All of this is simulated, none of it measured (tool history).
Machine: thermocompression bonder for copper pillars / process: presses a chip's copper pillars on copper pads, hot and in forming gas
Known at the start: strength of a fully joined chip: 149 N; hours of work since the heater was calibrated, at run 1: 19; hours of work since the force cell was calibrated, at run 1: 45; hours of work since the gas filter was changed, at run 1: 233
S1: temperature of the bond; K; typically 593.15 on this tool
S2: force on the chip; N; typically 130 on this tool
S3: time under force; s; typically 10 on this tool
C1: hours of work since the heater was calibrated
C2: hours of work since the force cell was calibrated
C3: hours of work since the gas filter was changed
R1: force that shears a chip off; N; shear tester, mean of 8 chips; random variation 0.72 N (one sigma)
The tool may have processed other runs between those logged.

run   hour      S1   S2  S3   C1   C2   C3    R1
  1      0  593.15  130  10   19   45  233  45.8
  2   10.8  593.15  130  10   24   49  238    46
  3   25.5  593.15  130  10   30   55  244  45.6
  4     39  593.15  130  10   36   61  250  45.5
  5   49.4  593.15  130  10   40   65  254  44.6
  6   61.9  593.15  130  10   45   70  259  44.8
  7   72.1  593.15  106  10   49   75  263  35.7
      73.5  -- forming gas filter changed
  8   83.5  593.15  130  10   54   79    4  50.2
  9   98.1  593.15  130  10   60   85   10  50.4
 10  111.9  593.15  130  10   66   91   16  49.4
 11  123.4  593.15  130  10   70   96   21    50
 12  130.9  593.15  104  10   74   99   24  37.9
 13    144  593.15  165  10   79  104   29    65
 14    160  593.15  113   5   86  111   36  30.7
 15  173.4  593.15  180   6   91  117   41  58.3
 16  185.2  608.15  180  10   96  121   46  79.6
 17  195.8  622.15  130  27  100  126   51  90.7
 18  206.3  580.15  175  10  105  130   55  59.2
 19  216.6  580.15   95  10  109  134   59  28.4
 20  229.8  596.15  108  10  115  140   65    39
 21  239.3  593.15  167  10  119  144   69  64.6
 22    249  620.15  116  10  123  148   73    56
 23  259.5  620.15  116  10  127  152   77  55.6
 24  269.9  588.15  160  11  131  157   81  58.9

Below are 5 alternative next runs, each starting from the tool's condition after run 24. Predict each:
  A   285  593.15   85  10  138  163  88   ?
  B   285  593.15  135   6  138  163  88   ?
  C   285  609.15  179   6  138  163  88   ?
  D   285  583.15  115  24  138  163  88   ?
  E   285  572.15  137  10  138  163  88   ?

run    R1
  A  28.7
  B  40.1
  C  64.8
  D  52.5
  E  39.7
Without the tool's unlogged condition, the same runs would have read:
run    R1
  A  31.4
  B  43.8
  C    70
  D  57.1
  E  43.4
